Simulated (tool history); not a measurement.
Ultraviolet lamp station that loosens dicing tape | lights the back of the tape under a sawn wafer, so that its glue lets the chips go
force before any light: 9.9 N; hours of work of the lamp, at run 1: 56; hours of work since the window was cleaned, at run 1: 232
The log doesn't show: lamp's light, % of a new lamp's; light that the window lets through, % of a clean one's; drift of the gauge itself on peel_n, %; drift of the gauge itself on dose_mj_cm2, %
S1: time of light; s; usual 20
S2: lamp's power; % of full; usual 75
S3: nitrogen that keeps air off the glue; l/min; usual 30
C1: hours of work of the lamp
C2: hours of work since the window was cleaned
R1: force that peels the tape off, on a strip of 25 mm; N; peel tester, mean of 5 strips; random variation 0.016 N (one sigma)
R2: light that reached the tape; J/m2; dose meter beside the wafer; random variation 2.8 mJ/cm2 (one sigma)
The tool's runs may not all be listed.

run 1 hour=0.0 | S1=20 S2=75 S3=30 | C1=56 C2=232 | R1=0.880 R2=3560
run 2 hour=9.1 | S1=20 S2=80 S3=30 | C1=61 C2=237 | R1=0.805 R2=3790
run 3 hour=18.3 | S1=20 S2=80 S3=30 | C1=65 C2=241 | R1=0.782 R2=3760
run 4 hour=22.5 | S1=20 S2=67 S3=30 | C1=67 C2=243 | R1=1.137 R2=3160
run 5 hour=30.5 | S1=20 S2=67 S3=42 | C1=71 C2=247 | R1=0.941 R2=3120
run 6 hour=39.1 | S1=20 S2=67 S3=42 | C1=76 C2=252 | R1=0.931 R2=3180
run 7 hour=47.2 | S1=20 S2=67 S3=42 | C1=80 C2=256 | R1=0.916 R2=3150
run 8 hour=55.3 | S1=20 S2=67 S3=42 | C1=84 C2=260 | R1=0.956 R2=3090
run 9 hour=63.2 | S1=20 S2=67 S3=42 | C1=88 C2=264 | R1=0.952 R2=3130
run 10 hour=67.5 | S1=20 S2=67 S3=42 | C1=90 C2=266 | R1=0.957 R2=3140
run 11 hour=74.6 | S1=20 S2=67 S3=42 | C1=93 C2=269 | R1=0.964 R2=3090
run 12 hour=81.6 | S1=20 S2=67 S3=42 | C1=97 C2=273 | R1=0.952 R2=3110
run 13 hour=86.9 | S1=20 S2=67 S3=42 | C1=99 C2=275 | R1=0.939 R2=3090
run 14 hour=92.3 | S1=20 S2=75 S3=30 | C1=102 C2=278 | R1=0.926 R2=3440
run 15 hour=97.8 | S1=30 S2=75 S3=30 | C1=105 C2=281 | R1=0.413 R2=5200
run 16 hour=106.6 | S1=20 S2=75 S3=57 | C1=109 C2=285 | R1=0.641 R2=3470
run 17 hour=115.4 | S1=20 S2=75 S3=16 | C1=113 C2=289 | R1=1.536 R2=3460
run 18 hour=119.4 | S1=20 S2=75 S3=29 | C1=115 C2=291 | R1=0.980 R2=3400
run 19 hour=128.7 | S1=20 S2=75 S3=29 | C1=120 C2=296 | R1=1.019 R2=3400
run 20 hour=133.0 | S1=20 S2=75 S3=12 | C1=122 C2=298 | R1=1.904 R2=3460
run 21 hour=137.2 | S1=20 S2=75 S3=12 | C1=124 C2=300 | R1=1.956 R2=3400
run 22 hour=146.5 | S1=10 S2=75 S3=30 | C1=129 C2=305 | R1=2.946 R2=1660
run 23 hour=154.0 | S1=20 S2=93 S3=19 | C1=132 C2=308 | R1=0.928 R2=4180
run 24 hour=161.3 | S1=17 S2=75 S3=30 | C1=136 C2=312 | R1=1.446 R2=2820
run 25 hour=166.5 | S1=16 S2=64 S3=45 | C1=139 C2=315 | R1=1.591 R2=2270
run 26 hour=170.9 | S1=20 S2=100 S3=50 | C1=141 C2=317 | R1=0.373 R2=4480
run 27 hour=175.7 | S1=12 S2=75 S3=29 | C1=143 C2=319 | R1=2.505 R2=1970
run 28 hour=182.1 | S1=15 S2=95 S3=54 | C1=146 C2=322 | R1=0.764 R2=3230
-- hour=183.2 window cleaned of glue's vapour
run 29 hour=188.7 | S1=15 S2=95 S3=54 | C1=149 C2=3 | R1=0.789 R2=3150
run 30 hour=198.2 | S1=23 S2=70 S3=21 | C1=154 C2=7 | R1=1.213 R2=3540
run 31 hour=203.7 | S1=28 S2=87 S3=54 | C1=157 C2=10 | R1=0.272 R2=5360
run 32 hour=212.4 | S1=28 S2=87 S3=54 | C1=161 C2=14 | R1=0.275 R2=5340
run 33 hour=217.7 | S1=12 S2=75 S3=30 | C1=164 C2=17 | R1=2.508 R2=1960
run 34 hour=227.3 | S1=12 S2=75 S3=30 | C1=168 C2=22 | R1=2.524 R2=1970
-- hour=229.0 window cleaned of glue's vapour, once more
run 35 hour=233.7 | S1=38 S2=85 S3=51 | C1=171 C2=2 | R1=0.186 R2=7970
run 36 hour=240.6 | S1=34 S2=75 S3=11 | C1=175 C2=6 | R1=0.606 R2=6320
run 37 hour=246.7 | S1=33 S2=75 S3=14 | C1=178 C2=9 | R1=0.530 R2=6070
run 38 hour=251.1 | S1=33 S2=80 S3=14 | C1=180 C2=11 | R1=0.465 R2=6440
run 39 hour=255.0 | S1=20 S2=67 S3=30 | C1=182 C2=13 | R1=1.051 R2=3290
run 40 hour=263.8 | S1=17 S2=97 S3=30 | C1=186 C2=17 | R1=0.718 R2=4000
run 41 hour=270.8 | S1=17 S2=97 S3=30 | C1=190 C2=21 | R1=0.724 R2=4040
run 42 hour=277.8 | S1=21 S2=97 S3=30 | C1=193 C2=24 | R1=0.461 R2=5010
run 43 hour=285.6 | S1=21 S2=97 S3=30 | C1=197 C2=28 | R1=0.453 R2=4920

The same runs without the tool's hidden state, with the same run-to-run variation:
run=1 R1=0.712 R2=3940
run=2 R1=0.644 R2=4210
run=3 R1=0.622 R2=4180
run=4 R1=0.917 R2=3520
run=5 R1=0.747 R2=3480
run=6 R1=0.735 R2=3550
run=7 R1=0.720 R2=3520
run=8 R1=0.748 R2=3480
run=9 R1=0.738 R2=3520
run=10 R1=0.742 R2=3540
run=11 R1=0.745 R2=3490
run=12 R1=0.730 R2=3530
run=13 R1=0.719 R2=3500
run=14 R1=0.705 R2=3920
run=15 R1=0.320 R2=5920
run=16 R1=0.479 R2=3960
run=17 R1=1.202 R2=3960
run=18 R1=0.738 R2=3900
run=19 R1=0.759 R2=3910
run=20 R1=1.507 R2=3980
run=21 R1=1.544 R2=3920
run=22 R1=2.459 R2=1930
run=23 R1=0.678 R2=4840
run=24 R1=1.087 R2=3280
run=25 R1=1.210 R2=2640
run=26 R1=0.278 R2=5220
run=27 R1=2.006 R2=2310
run=28 R1=0.545 R2=3780
run=29 R1=0.544 R2=3740
run=30 R1=0.856 R2=4210
run=31 R1=0.219 R2=6380
run=32 R1=0.221 R2=6380
run=33 R1=1.937 R2=2350
run=34 R1=1.944 R2=2360
run=35 R1=0.182 R2=8450
run=36 R1=0.531 R2=6720
run=37 R1=0.463 R2=6460
run=38 R1=0.406 R2=6870
run=39 R1=0.920 R2=3510
run=40 R1=0.620 R2=4290
run=41 R1=0.623 R2=4330
run=42 R1=0.397 R2=5380
run=43 R1=0.388 R2=5300
